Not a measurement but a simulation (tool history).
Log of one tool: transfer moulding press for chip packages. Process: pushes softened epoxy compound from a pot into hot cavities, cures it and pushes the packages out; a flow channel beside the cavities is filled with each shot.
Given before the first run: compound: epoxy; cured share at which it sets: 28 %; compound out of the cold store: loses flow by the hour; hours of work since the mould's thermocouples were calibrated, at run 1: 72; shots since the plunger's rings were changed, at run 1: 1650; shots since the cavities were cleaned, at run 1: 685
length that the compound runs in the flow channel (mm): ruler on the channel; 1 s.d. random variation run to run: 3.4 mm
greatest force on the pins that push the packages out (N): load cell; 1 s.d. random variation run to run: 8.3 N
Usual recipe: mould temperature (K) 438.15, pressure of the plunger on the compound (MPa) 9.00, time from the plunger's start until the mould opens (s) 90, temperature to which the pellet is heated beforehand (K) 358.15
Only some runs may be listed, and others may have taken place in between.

run,day,mould temperature (K),pressure of the plunger on the compound (MPa),time from the plunger's start until the mould opens (s),temperature to which the pellet is heated beforehand (K),hours of work since the mould's thermocouples were calibrated,shots since the plunger's rings were changed,shots since the cavities were cleaned,incoming compound's hours out of the cold store,length that the compound runs in the flow channel (mm),greatest force on the pins that push the packages out (N)
1,0.000,438.15,9.00,90,358.15,72,1650,685,40.9,859,775
2,0.300,438.15,9.00,90,358.15,77,1745,780,12.2,945,847
# day 0.546: cavities cleaned with cleaning compound and waxed
3,0.708,440.15,9.00,90,358.15,83,1854,51,42.1,846,790
4,0.946,440.15,9.00,90,358.15,87,1928,125,35.8,869,780
5,1.354,440.15,9.00,90,358.15,93,2056,253,17.8,918,741
6,1.558,439.15,9.00,90,358.15,96,2121,318,43.9,849,813
7,1.792,439.15,9.00,90,358.15,100,2194,391,25.6,896,808
8,2.000,439.15,8.20,90,358.15,103,2259,456,25.6,859,815
9,2.367,439.15,8.20,90,358.15,109,2375,572,26.3,856,789
# day 2.638: cavities cleaned with cleaning compound and waxed, once more
10,2.800,439.15,8.20,103,358.15,115,2491,51,35.3,824,298
11,3.092,439.15,8.20,103,358.15,120,2583,143,39.9,814,374
12,3.496,438.15,9.82,90,358.15,126,2710,270,25.2,941,649
13,3.758,438.15,9.00,90,366.15,131,2793,353,42.7,846,652
14,4.117,438.15,9.00,90,352.15,136,2905,465,22.3,916,780
15,4.467,438.15,9.00,90,352.15,142,3015,575,39.8,862,775
16,4.758,436.15,7.11,104,350.15,147,3107,667,38.9,772,665
17,5.092,444.15,9.76,84,349.15,152,3211,771,46.9,858,619
# day 5.346: cavities cleaned with cleaning compound and waxed
18,5.450,438.15,10.30,99,362.15,157,3305,33,9.5,1016,384
19,5.796,438.15,10.30,99,362.15,162,3414,142,23.4,968,453
20,6.192,431.15,8.24,99,363.15,169,3538,266,47.9,818,874
# day 6.562: plunger's sealing rings changed
21,6.567,441.15,9.00,107,358.15,173,2,351,10.2,960,446
22,6.942,442.15,9.00,78,363.15,179,119,468,29.0,890,744
23,7.312,442.15,9.00,78,363.15,185,237,586,32.5,881,782
24,7.500,438.15,9.00,76,358.15,188,295,644,42.8,864,1208
25,7.829,438.15,9.00,90,358.15,193,399,748,26.5,911,821
26,8.088,444.15,9.67,115,348.15,197,480,829,14.8,965,453
# day 8.179: cavities cleaned with cleaning compound and waxed
27,8.479,431.15,9.67,78,348.15,203,583,94,16.3,1011,1212
28,8.696,431.15,9.67,78,348.15,206,652,163,11.6,1014,1319
29,9.017,442.15,10.25,90,357.15,211,753,264,44.0,906,473

4 options for the next run, each taken on its own from the tool as it stands now. Forecast them:
A,9.333,435.15,8.63,81,357.15,216,852,363,45.9,?,?
B,9.333,434.15,9.00,90,353.15,216,852,363,30.6,?,?
C,9.333,436.15,10.25,90,366.15,216,852,363,31.7,?,?
D,9.333,434.15,9.00,90,358.15,216,852,363,12.6,?,?

run,length that the compound runs in the flow channel (mm),greatest force on the pins that push the packages out (N)
A,845,1116
B,908,955
C,954,791
D,963,1024
Had the tool no hidden state, the same runs would have come out as:
run,length that the compound runs in the flow channel (mm),greatest force on the pins that push the packages out (N)
A,847,553
B,911,470
C,957,390
D,965,504
